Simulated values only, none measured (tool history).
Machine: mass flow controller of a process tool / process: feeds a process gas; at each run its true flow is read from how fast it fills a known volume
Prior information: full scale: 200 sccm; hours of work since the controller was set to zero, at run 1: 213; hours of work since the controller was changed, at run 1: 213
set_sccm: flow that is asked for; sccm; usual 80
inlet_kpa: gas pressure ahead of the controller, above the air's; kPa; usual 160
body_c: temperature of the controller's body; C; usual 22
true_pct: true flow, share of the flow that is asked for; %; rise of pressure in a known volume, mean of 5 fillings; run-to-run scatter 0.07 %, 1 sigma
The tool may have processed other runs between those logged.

run	hour	set_sccm	inlet_kpa	body_c	hours of work since the controller was set to zero	hours of work since the controller was changed	true_pct
1	0	80	160	22	213	213	97.99
2	115.2	80	246	22	255	255	98.23
3	205.8	80	160	22	288	288	98.16
4	321.8	80	160	22	331	331	98.1
5	417.7	80	160	22	366	366	98.14
6	537	80	160	22	410	410	98.21
7	643	80	160	22	449	449	98.29
8	715.9	80	160	22	476	476	98.25

For run 9, what comes out?
# hour 721.9: controller's zero set anew
9	830.3	80	160	22	40	518	?

For run 9 the tool returned true_pct 98.39 %.
Minus the tool's unlogged condition, the same run would have read true_pct 97.58 %.

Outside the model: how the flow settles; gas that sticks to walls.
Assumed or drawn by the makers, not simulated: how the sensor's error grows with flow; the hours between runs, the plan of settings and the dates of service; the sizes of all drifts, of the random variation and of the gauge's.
